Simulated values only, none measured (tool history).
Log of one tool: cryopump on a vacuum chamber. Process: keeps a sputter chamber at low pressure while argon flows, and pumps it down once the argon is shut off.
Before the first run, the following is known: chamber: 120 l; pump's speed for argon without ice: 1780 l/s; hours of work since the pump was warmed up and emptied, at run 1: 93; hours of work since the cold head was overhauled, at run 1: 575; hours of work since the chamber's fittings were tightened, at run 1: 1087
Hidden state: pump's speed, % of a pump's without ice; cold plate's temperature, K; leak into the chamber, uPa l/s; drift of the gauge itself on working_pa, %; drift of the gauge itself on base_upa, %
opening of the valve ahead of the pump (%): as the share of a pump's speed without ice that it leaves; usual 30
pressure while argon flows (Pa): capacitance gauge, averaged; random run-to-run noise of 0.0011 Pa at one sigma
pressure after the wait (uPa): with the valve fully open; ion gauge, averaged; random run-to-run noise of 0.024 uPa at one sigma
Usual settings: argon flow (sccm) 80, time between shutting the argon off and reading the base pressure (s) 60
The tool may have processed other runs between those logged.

run   hour  argon flow (sccm)  time between shutting the argon off and reading the base pressure (s)  opening of the valve ahead of the pump (%)  hours of work since the pump was warmed up and emptied  hours of work since the cold head was overhauled  hours of work since the chamber's fittings were tightened  pressure while argon flows (Pa)  pressure after the wait (uPa)
  1      0                 80                                                                     60                                          30                                                      93                                               575                                                       1087                           0.2543                           1.33
  2   39.3                 80                                                                     60                                          30                                                     115                                               598                                                       1109                           0.2538                           1.31
  3   80.1                 80                                                                     60                                          30                                                     139                                               622                                                       1133                           0.2566                           1.31
  4  129.6                 80                                                                     60                                          30                                                     168                                               651                                                       1162                           0.2572                           1.32
  5  180.5                 80                                                                     40                                          30                                                     198                                               680                                                       1192                            0.261                           1.71
  6  207.3                 80                                                                     40                                          30                                                     213                                               696                                                       1207                           0.2609                           1.75
  7    245                 80                                                                     40                                          30                                                     235                                               718                                                       1229                           0.2614                           1.74

For run 8, what comes out?
  8  274.2                 38                                                                    115                                          21                                                     252                                               735                                                       1246                                ?                              ?

{"run 8": {"pressure while argon flows (Pa)": 0.1742, "pressure after the wait (uPa)": 1.06}}
Without the tool's hidden state the same run would have given pressure while argon flows (Pa) 0.1703, pressure after the wait (uPa) 0.58.
